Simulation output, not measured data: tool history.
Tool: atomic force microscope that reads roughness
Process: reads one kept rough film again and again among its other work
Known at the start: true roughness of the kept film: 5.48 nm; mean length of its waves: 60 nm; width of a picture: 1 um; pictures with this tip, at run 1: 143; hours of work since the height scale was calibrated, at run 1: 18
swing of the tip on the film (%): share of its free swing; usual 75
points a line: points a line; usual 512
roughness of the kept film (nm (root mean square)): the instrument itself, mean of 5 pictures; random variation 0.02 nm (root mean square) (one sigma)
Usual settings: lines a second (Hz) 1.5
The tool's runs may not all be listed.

run   hour  lines a second (Hz)  swing of the tip on the film (%)  points a line  pictures with this tip  hours of work since the height scale was calibrated  roughness of the kept film (nm (root mean square))
  1      0                  1.5                                75            512                     143                                                   18                                               4.832
  2    6.3                  1.5                                75            512                     152                                                   21                                               4.835
  3   10.2                  1.5                                75            512                     158                                                   23                                                4.84
  4   17.3                  1.5                                75            512                     168                                                   26                                               4.829
  5   23.4                  1.5                                83            512                     177                                                   29                                               4.645
  6   28.4                  1.5                                83            512                     185                                                   31                                               4.643
  7   32.5                  1.5                                83            512                     191                                                   33                                               4.635
  8   38.2                  1.5                                83            512                     199                                                   36                                               4.651
      39.6  -- height scale calibrated on a step standard
  9   47.4                  1.5                                83            512                     211                                                    4                                               4.659
 10   52.1                  1.5                                75            512                     218                                                    6                                               4.785
 11   57.9                  1.5                                75            512                     227                                                    9                                               4.735
      65.2  -- height scale calibrated on a step standard, once more
 12   65.6                  0.8                                75            312                     237                                                    0                                               4.884
 13   71.6                 1.15                                75            264                     245                                                    3                                               4.829
 14   78.4                 3.65                                75            286                     255                                                    6                                               4.318
 15   82.5                  1.5                                75            781                     261                                                    8                                               4.774
 16   86.7                 3.23                                75            368                     268                                                   10                                               4.412
 17   93.8                 0.94                                61            605                     278                                                   14                                               5.005
 18  102.1                 0.94                                61            605                     290                                                   18                                               4.994
 19  106.7                 1.12                                74            498                     297                                                   20                                               4.837
 20  113.6                 1.12                                69            532                     307                                                   23                                                4.89
 21  117.3                 1.12                                69            532                     313                                                   25                                               4.883

4 ways to go on from here, each from the tool as it stands after run 21. What would each give?
  A  121.1                 0.86                                59            532                     318                                                   27                                                   ?
  B  121.1                 2.13                                67            512                     318                                                   27                                                   ?
  C  121.1                 3.96                                66            512                     318                                                   27                                                   ?
  D  121.1                  0.8                                57            532                     318                                                   27                                                   ?

run  roughness of the kept film (nm (root mean square))
  A                                                5.01
  B                                               4.759
  C                                               4.501
  D                                               4.995
Without the tool's hidden state the same runs would have given:
run  roughness of the kept film (nm (root mean square))
  A                                               5.258
  B                                               4.994
  C                                               4.723
  D                                               5.241
